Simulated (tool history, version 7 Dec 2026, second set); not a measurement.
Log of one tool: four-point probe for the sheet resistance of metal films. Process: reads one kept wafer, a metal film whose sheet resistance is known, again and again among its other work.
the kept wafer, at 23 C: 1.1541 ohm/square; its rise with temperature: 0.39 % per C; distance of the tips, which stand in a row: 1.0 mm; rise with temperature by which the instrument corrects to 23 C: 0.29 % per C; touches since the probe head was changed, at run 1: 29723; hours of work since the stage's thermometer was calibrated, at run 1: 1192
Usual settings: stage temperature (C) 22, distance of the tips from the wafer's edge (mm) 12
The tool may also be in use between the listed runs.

| run | hour | stage temperature (C) | distance of the tips from the wafer's edge (mm) | touches since the probe head was changed | hours of work since the stage's thermometer was calibrated | sheet resistance as the instrument gives it (ohm/square) |
|---|---|---|---|---|---|---|
| 1 | 0.0 | 22 | 12 | 29723 | 1192 | 1.158309 |
| 2 | 26.0 | 22 | 12 | 30951 | 1211 | 1.158478 |
|  | 42.3 | stage's thermometer calibrated |
| 3 | 52.0 | 24 | 12 | 32158 | 7 | 1.161701 |
| 4 | 75.2 | 24 | 12 | 33256 | 24 | 1.161824 |
| 5 | 91.6 | 26 | 12 | 34032 | 36 | 1.164300 |
| 6 | 118.1 | 26 | 12 | 35286 | 56 | 1.163991 |
| 7 | 132.2 | 26 | 27 | 35950 | 66 | 1.160657 |
| 8 | 149.6 | 26 | 27 | 36775 | 79 | 1.161008 |
| 9 | 173.8 | 26 | 27 | 37917 | 97 | 1.160837 |
| 10 | 193.9 | 26 | 27 | 38869 | 111 | 1.161430 |
|  | 220.5 | stage's thermometer calibrated, once more |
| 11 | 220.5 | 22 | 12 | 40106 | 0 | 1.158200 |
| 12 | 247.3 | 22 | 12 | 41373 | 20 | 1.158408 |
| 13 | 266.6 | 22 | 4 | 42285 | 34 | 1.191695 |
| 14 | 283.3 | 22 | 4 | 43074 | 46 | 1.191756 |
| 15 | 312.9 | 22 | 4 | 44472 | 68 | 1.191538 |
| 16 | 326.6 | 34 | 16 | 45121 | 78 | 1.169326 |
| 17 | 342.8 | 34 | 16 | 45890 | 90 | 1.169242 |
| 18 | 363.5 | 32 | 17 | 46869 | 105 | 1.167070 |
| 19 | 382.9 | 29 | 10 | 47786 | 119 | 1.168342 |
| 20 | 404.8 | 19 | 16 | 48821 | 135 | 1.153570 |
| 21 | 429.3 | 19 | 16 | 49980 | 153 | 1.153820 |
| 22 | 443.5 | 32 | 13 | 50649 | 164 | 1.169425 |
| 23 | 456.1 | 26 | 5 | 51248 | 173 | 1.183529 |
| 24 | 468.4 | 24 | 11 | 51828 | 182 | 1.162436 |
| 25 | 480.8 | 24 | 11 | 52416 | 191 | 1.162308 |
| 26 | 503.9 | 23 | 6 | 53506 | 208 | 1.173422 |
| 27 | 528.1 | 23 | 23 | 54649 | 226 | 1.157453 |
| 28 | 553.0 | 23 | 6 | 55827 | 244 | 1.173231 |

Hidden state at the last listed run before each entry between runs and at the first one after, where it differs:
Between runs 2 and 3: stage's thermometer calibrated (hour 42.3)
  inner tips' distance over the nominal, %: -0.013 -> -0.007; wafer's true temperature over the reading, C: 0.32 -> 0.51
  measured less the result without the state, sheet resistance as the instrument gives it (ohm/square): +0.001299 -> +0.002202
Between runs 10 and 11: stage's thermometer calibrated, once more (hour 220.5)
  inner tips' distance over the nominal, %: 0.029 -> 0.036; tips' flats over new ones', %: 11 -> 12; wafer's true temperature over the reading, C: 0.54 -> 0.1
  measured less the result without the state, sheet resistance as the instrument gives it (ohm/square): +0.002759 -> +0.000887
